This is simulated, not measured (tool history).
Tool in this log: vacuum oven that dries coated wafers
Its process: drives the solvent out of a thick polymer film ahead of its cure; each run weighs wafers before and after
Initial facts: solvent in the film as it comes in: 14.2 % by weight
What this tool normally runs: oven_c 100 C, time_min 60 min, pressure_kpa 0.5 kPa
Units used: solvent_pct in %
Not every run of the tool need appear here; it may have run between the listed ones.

run	hour	oven_c	time_min	pressure_kpa	solvent_pct
1	0	100	60	0.5	3.02
2	116.3	100	60	0.5	3.04
3	167.4	100	60	0.5	3.13
4	263.2	100	60	0.5	3.04
5	346.8	100	53	0.5	3.5
6	414	100	53	0.5	3.52
# hour 426.7: oven's thermocouples calibrated
7	525.4	100	53	0.5	3.44
# hour 595.7: vacuum gauge cleaned of residue and calibrated
8	617.4	100	60	0.5	2.81
9	689.2	100	60	0.5	2.76
10	784.5	100	60	0.35	2.73
11	892.1	100	60	0.261	2.67
12	1002.2	100	31	0.261	5.35
13	1120.5	100	60	0.5	2.81
# hour 1172.8: oven's thermocouples calibrated, once more
14	1219.4	100	60	0.5	3.21
15	1315.6	100	60	0.5	3.28
16	1385.3	100	60	0.633	3.37
17	1504.2	100	60	0.633	3.22
18	1598.4	100	60	0.633	3.3
19	1710.4	100	60	0.26	3.06
20	1801.9	100	60	0.26	3.09
21	1921.1	100	60	0.26	3.05
22	2006.1	110	60	0.5	1.04
23	2061.2	89	60	0.5	6.36
24	2144.4	89	60	0.5	6.37
25	2256.1	89	60	0.5	6.35
26	2363.8	107	54	0.797	1.95
27	2425	90	74	0.358	5.1
28	2533.9	90	74	0.358	5.1
29	2640.9	95	64	1.004	4.64
30	2737.8	92	71	0.5	4.76
31	2787.7	92	71	0.5	4.72
32	2901.6	92	58	1.159	6
33	2971.3	92	58	1.159	5.91
34	3087.6	114	58	1.159	0.94
35	3177.9	110	97	0.967	0.71
36	3231.8	100	69	0.739	2.64
37	3315.6	102	31	0.593	5.19
38	3395.8	97	37	0.5	5.81
39	3519.9	97	37	0.5	5.75
40	3592.5	85	74	0.39	6.5
41	3709.4	102	60	0.314	2.42
# hour 3805.9: oven's thermocouples calibrated
42	3810.8	108	39	0.767	2.91
43	3880	100	39	0.5	5.04
44	3938.5	107	56	0.989	2.11
45	4023.1	107	56	0.989	2.11
46	4074.8	107	76	0.882	1.27

Here are 5 independent what-if runs from the current tool condition. What would each one return?
A	4191.9	92	60	0.726	?
B	4191.9	114	36	0.882	?
C	4191.9	108	40	0.5	?
D	4191.9	100	53	0.5	?
E	4191.9	104	46	0.889	?

run	solvent_pct
A	5.78
B	1.9
C	2.69
D	3.69
E	3.44
Stripped of hidden state, with their random variation kept, the same runs would have yielded:
run	solvent_pct
A	5.72
B	1.86
C	2.66
D	3.64
E	3.4
